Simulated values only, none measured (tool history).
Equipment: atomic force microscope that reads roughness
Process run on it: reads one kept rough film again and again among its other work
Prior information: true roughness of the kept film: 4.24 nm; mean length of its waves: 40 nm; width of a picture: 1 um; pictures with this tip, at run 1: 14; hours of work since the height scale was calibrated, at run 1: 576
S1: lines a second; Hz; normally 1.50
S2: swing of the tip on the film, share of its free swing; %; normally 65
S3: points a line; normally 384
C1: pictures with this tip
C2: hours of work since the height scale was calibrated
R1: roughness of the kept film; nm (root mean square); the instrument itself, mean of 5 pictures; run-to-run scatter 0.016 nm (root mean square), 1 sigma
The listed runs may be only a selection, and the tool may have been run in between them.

run	hour	S1	S2	S3	C1	C2	R1
1	0.0	1.50	65	384	14	576	3.856
2	27.9	1.50	65	384	46	589	3.805
3	44.6	1.50	65	384	64	597	3.739
4	63.4	1.50	65	384	86	606	3.701
5	92.8	1.50	65	384	119	620	3.646
6	112.5	1.34	65	384	141	629	3.607
7	142.6	1.34	65	384	175	643	3.522
8	156.1	1.34	65	384	190	650	3.494
# hour 176.9: new tip fitted
9	183.8	1.34	65	384	8	662	3.910

Run 10, settings as shown, results not yet in. Your forecast:
10	200.9	1.34	65	384	27	670	?

{"run 10": {"R1": 3.846}}
With the hidden condition absent and the run-to-run variation left alone, this run would have shown R1 3.914 nm (root mean square).
